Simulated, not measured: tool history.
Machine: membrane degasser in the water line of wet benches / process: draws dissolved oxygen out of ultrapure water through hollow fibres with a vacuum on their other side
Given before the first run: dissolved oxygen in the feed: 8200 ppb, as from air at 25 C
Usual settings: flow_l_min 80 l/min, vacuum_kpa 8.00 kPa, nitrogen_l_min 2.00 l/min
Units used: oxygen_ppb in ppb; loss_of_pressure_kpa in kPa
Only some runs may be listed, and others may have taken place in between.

run    hour  flow_l_min  vacuum_kpa  nitrogen_l_min  oxygen_ppb  loss_of_pressure_kpa
  1     0.0          80        8.00            2.00       616.5                 30.83
  2    33.8          68        8.00            2.00       513.6                 26.33
  3   105.5          80        8.00            2.00       616.7                 30.99
  4   171.9          80        9.60            2.00       728.9                 30.92
  5   253.9          80        9.60            2.00       727.3                 30.96
  6   302.4          80        9.60            2.00       721.3                 30.79
  7   353.9          80        9.60            2.00       729.8                 30.87
  8   394.0          80        8.00            3.01       518.7                 30.89
  9   438.9          80        8.00            3.01       517.1                 30.78
 10   496.7          94        8.00            2.00       733.9                 35.97
 11   569.8          80        8.00            2.00       622.3                 30.56
 12   638.0          80        8.00            2.00       617.6                 30.68
 13   705.6          80        8.00            2.00       619.8                 30.71
 14   762.3          80        8.00            2.00       614.7                 30.77
 15   808.8          80        8.00            2.00       617.6                 30.63
 16   862.9          80        8.00            2.00       616.9                 30.63
 17   919.3          55       11.09            2.77       458.0                 21.12
 18   964.0         114        8.00            2.03       901.5                 43.52
 19  1018.4         114        8.00            2.03       899.8                 43.47
 20  1055.8          80        8.05            1.39       729.1                 30.53
 21  1113.8          80        8.05            1.39       734.4                 30.51
 22  1170.9         118       10.89            4.77       848.4                 44.90
 23  1238.1          80        8.00            4.79       435.5                 30.67
 24  1295.0          80        8.00            4.79       435.8                 30.36
 25  1373.4          80        8.00            4.79       437.7                 30.48
 26  1410.7          48        8.48            2.35       327.3                 18.36
 27  1487.5          48        8.48            2.35       327.1                 18.15
 28  1546.3          48       18.58            2.57       688.2                 18.27

Run 29 is up next; what results do you expect?
 29  1593.5          52        5.25            1.08           ?                     ?

oxygen_ppb: 298.9 ppb
loss_of_pressure_kpa: 19.78 kPa
Minus the tool's unlogged condition, the same run would have read oxygen_ppb 298.7 ppb, loss_of_pressure_kpa 20.10 kPa.
